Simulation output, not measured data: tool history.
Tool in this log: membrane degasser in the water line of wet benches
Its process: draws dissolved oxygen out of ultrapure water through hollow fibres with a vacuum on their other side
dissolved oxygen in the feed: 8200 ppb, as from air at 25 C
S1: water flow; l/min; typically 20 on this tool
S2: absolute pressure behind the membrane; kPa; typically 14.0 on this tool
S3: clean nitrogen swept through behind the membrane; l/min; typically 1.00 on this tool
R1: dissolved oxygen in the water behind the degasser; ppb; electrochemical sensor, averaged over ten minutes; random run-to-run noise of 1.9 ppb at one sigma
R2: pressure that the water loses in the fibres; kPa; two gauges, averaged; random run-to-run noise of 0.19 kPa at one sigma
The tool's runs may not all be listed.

run	hour	S1	S2	S3	R1	R2
1	0.0	20	14.0	1.00	475.4	39.29
2	28.8	20	14.0	1.00	475.2	39.33
3	79.6	20	14.0	2.48	214.6	39.65
4	130.4	20	14.0	2.48	214.5	39.59
5	163.1	20	14.0	2.48	214.8	39.36
6	207.7	20	14.0	0.47	863.3	39.70
7	241.5	20	14.0	2.22	237.1	39.37
8	270.7	20	14.0	1.00	475.9	39.72
9	307.8	20	14.0	1.00	473.6	39.85
10	330.8	20	14.0	1.46	347.3	39.74
11	370.3	20	14.0	1.46	343.2	39.83
12	415.1	20	14.0	1.46	345.4	39.64
13	448.1	20	14.0	1.46	345.9	39.66
14	486.4	20	14.0	1.00	476.0	39.76
# hour 491.2: vacuum gauge calibrated
15	530.0	20	14.0	1.00	482.6	39.46
16	575.3	20	14.0	1.00	485.7	39.54
17	603.4	20	14.0	1.00	485.1	39.93
18	624.2	19	27.1	1.00	949.6	37.89
19	663.6	19	27.1	1.00	940.4	37.85
20	696.8	20	29.4	1.00	1070.2	40.08
# hour 725.1: vacuum gauge calibrated, once more
21	740.1	13	12.3	2.46	117.3	26.06
22	772.2	22	12.5	2.86	175.2	43.99
23	814.7	17	17.3	0.48	930.2	33.86

Run 24 comes next. What will it give?
24	840.4	20	20.8	1.16	?	?

Run 24 produced R1 648.2 ppb, R2 39.98 kPa.
Had the tool carried no hidden state, the very same run would have given R1 643.6 ppb, R2 39.17 kPa.

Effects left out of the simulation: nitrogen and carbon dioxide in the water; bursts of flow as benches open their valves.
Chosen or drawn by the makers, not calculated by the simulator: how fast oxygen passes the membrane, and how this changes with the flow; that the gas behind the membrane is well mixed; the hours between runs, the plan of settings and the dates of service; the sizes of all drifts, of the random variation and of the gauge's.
